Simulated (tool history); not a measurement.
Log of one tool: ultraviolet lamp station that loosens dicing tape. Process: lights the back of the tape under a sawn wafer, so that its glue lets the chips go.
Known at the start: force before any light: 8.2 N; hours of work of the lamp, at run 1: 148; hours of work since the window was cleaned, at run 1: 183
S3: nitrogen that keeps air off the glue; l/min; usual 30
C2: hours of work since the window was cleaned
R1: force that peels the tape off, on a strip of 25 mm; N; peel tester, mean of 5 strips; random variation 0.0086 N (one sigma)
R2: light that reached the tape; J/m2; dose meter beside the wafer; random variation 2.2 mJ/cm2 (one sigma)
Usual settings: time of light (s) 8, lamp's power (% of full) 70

Run 1, hour 0: usual settings; hours of work of the lamp 148; C2 183. Result: R1 0.458 N, R2 1590 J/m2.
Run 2, hour 23.9: usual settings but lamp's power (% of full) 85; hours of work of the lamp 160; C2 196. Result: R1 0.311 N, R2 1920 J/m2.
Run 3, hour 47.2: usual settings but lamp's power (% of full) 85; hours of work of the lamp 173; C2 208. Result: R1 0.299 N, R2 1940 J/m2.
Run 4, hour 71.1: usual settings but lamp's power (% of full) 85; hours of work of the lamp 185; C2 221. Result: R1 0.326 N, R2 1900 J/m2.
Run 5, hour 89.3: usual settings but lamp's power (% of full) 100; hours of work of the lamp 195; C2 230. Result: R1 0.226 N, R2 2210 J/m2.
At hour 91: window cleaned of glue's vapour.
Run 6, hour 102.3: usual settings but lamp's power (% of full) 100; hours of work of the lamp 202; C2 6. Result: R1 0.238 N, R2 2160 J/m2.
Run 7, hour 116.2: usual settings but time of light (s) 9, lamp's power (% of full) 75, S3 20 l/min; hours of work of the lamp 209; C2 13. Result: R1 0.527 N, R2 1790 J/m2.
Run 8, hour 131.4: usual settings but time of light (s) 4, S3 19 l/min; hours of work of the lamp 217; C2 21. Result: R1 2.531 N, R2 740 J/m2.
Run 9, hour 143.8: usual settings but time of light (s) 12, S3 28 l/min; hours of work of the lamp 224; C2 28. Result: R1 0.255 N, R2 2180 J/m2.
At hour 163.1: window cleaned of glue's vapour, once more.
Run 10, hour 165.4: usual settings but time of light (s) 5, lamp's power (% of full) 97, S3 19 l/min; hours of work of the lamp 235; C2 1. Result: R1 0.829 N, R2 1450 J/m2.
Run 11, hour 190.1: usual settings but time of light (s) 14, lamp's power (% of full) 72, S3 19 l/min; hours of work of the lamp 248; C2 14. Result: R1 0.191 N, R2 2970 J/m2.
Run 12, hour 211.8: usual settings but time of light (s) 14, lamp's power (% of full) 72, S3 19 l/min; hours of work of the lamp 259; C2 26. Result: R1 0.18 N, R2 2980 J/m2.

Hidden state at the last listed run before each entry between runs and at the first one after, where it differs:
Between runs 5 and 6: window cleaned of glue's vapour (hour 91)
  lamp's light, % of a new lamp's: 93.7 -> 93.5; light that the window lets through, % of a clean one's: 91.3 -> 87.9
  measured less the result without the state, R1: +0.051 -> +0.066 N; R2: -380 -> -460 J/m2
Between runs 9 and 10: window cleaned of glue's vapour, once more (hour 163.1)
  lamp's light, % of a new lamp's: 92.9 -> 92.5; light that the window lets through, % of a clean one's: 87.1 -> 99.6
  measured less the result without the state, R1: +0.073 -> +0.129 N; R2: -520 -> -120 J/m2

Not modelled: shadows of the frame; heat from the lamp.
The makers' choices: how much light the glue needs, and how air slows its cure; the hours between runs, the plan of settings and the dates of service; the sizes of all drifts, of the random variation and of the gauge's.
